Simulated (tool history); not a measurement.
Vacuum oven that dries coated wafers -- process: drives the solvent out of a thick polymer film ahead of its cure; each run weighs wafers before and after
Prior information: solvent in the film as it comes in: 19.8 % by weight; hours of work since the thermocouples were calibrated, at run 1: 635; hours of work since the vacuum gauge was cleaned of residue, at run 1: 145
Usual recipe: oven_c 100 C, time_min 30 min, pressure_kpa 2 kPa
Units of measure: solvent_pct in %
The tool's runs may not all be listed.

run    hour  oven_c  time_min  pressure_kpa  hours of work since the thermocouples were calibrated  hours of work since the vacuum gauge was cleaned of residue  solvent_pct
  1       0     100        30             2                                                    635                                                          145         3.59
  2    20.7     100        30             2                                                    647                                                          156         3.57
  3    57.3     100        30             2                                                    668                                                          177         3.55
  4    83.3     100        30          6.36                                                    683                                                          192         5.16
  5   109.1     100        30          6.36                                                    697                                                          207         5.23
  6   136.3     100        42          6.36                                                    713                                                          223            4
  7   162.5     100        42          6.36                                                    728                                                          238         3.92
  8   195.3     100        30             2                                                    747                                                          256         3.51
  9   214.1     100        30             2                                                    758                                                          267         3.56
        221  -- oven's thermocouples calibrated
 10   244.6     100        30             2                                                     13                                                          283          3.9
 11   263.3     100        30             2                                                     24                                                          294         3.88
 12   286.5     100        30             2                                                     38                                                          307         3.86
 13   322.9     100        30             2                                                     58                                                          328         3.91
 14   345.2     100        30             2                                                     71                                                          341         3.89
 15   374.3     100        30             2                                                     88                                                          358         3.85
 16   397.1     100        30             2                                                    101                                                          371         3.84
 17   424.9     100        30             2                                                    117                                                          387         3.86
 18   445.8     100        30             2                                                    129                                                          399         3.85
 19   486.3     100        30             2                                                    152                                                          422          3.9
 20   523.6     100        30          3.23                                                    173                                                          443         4.33
 21   547.8     100        30          3.23                                                    187                                                          457         4.29
 22   566.8     100        30          3.23                                                    198                                                          468         4.27
 23   601.3     100        30          3.23                                                    218                                                          488          4.3
 24     641     100        15          1.37                                                    241                                                          511         7.38
 25   675.5     107        15          1.27                                                    260                                                          530         4.96
 26   704.9      87        30             2                                                    277                                                          547         8.44
 27   740.1      87        52             2                                                    297                                                          567         5.51
 28   781.8     108        50          2.71                                                    321                                                          591         1.15
 29   802.3      99        46          7.67                                                    333                                                          603         4.74
 30     848     114        37          7.67                                                    359                                                          629         2.25
 31   867.3     113        36          5.24                                                    370                                                          640         1.76
      871.3  -- vacuum gauge cleaned of residue and calibrated
 32   895.5     113        36          5.24                                                    386                                                           14         1.78
 33   924.1     100        52          1.05                                                    402                                                           30         1.43
 34   961.1     100        52          1.05                                                    423                                                           51         1.42
 35   982.3      96        22          4.42                                                    435                                                           64         7.69
 36  1021.4     106        36          3.02                                                    458                                                           86         2.02
 37  1053.1     106        36          3.02                                                    476                                                          104         2.06
     1068.7  -- vacuum gauge cleaned of residue and calibrated, once more
 38  1078.1     100        30          1.51                                                    489                                                            5         3.47
 39  1104.4     112        30          1.53                                                    504                                                           20         0.99
 40  1129.4     112        30          1.53                                                    519                                                           35         0.98
 41  1172.2     107        44          1.65                                                    543                                                           59         0.93
 42    1197     101        30          1.65                                                    557                                                           74         3.25
 43  1225.1     101        30          1.65                                                    574                                                           90         3.21
 44    1257      93        30          2.32                                                    592                                                          108         6.12
 45  1285.4      86        49          1.69                                                    608                                                          124         5.68

Forecast each of these 3 alternatives for the next run:
  A  1304.2     100        35             2                                                    619                                                          135            ?
  B  1304.2     100        36             2                                                    619                                                          135            ?
  C  1304.2     100        16          6.28                                                    619                                                          135            ?

run  solvent_pct
  A         2.96
  B         2.78
  C         8.23
Take away the tool's hidden state, keep each run's random variation, and the runs would have read:
run  solvent_pct
  A         3.15
  B         2.97
  C         8.49

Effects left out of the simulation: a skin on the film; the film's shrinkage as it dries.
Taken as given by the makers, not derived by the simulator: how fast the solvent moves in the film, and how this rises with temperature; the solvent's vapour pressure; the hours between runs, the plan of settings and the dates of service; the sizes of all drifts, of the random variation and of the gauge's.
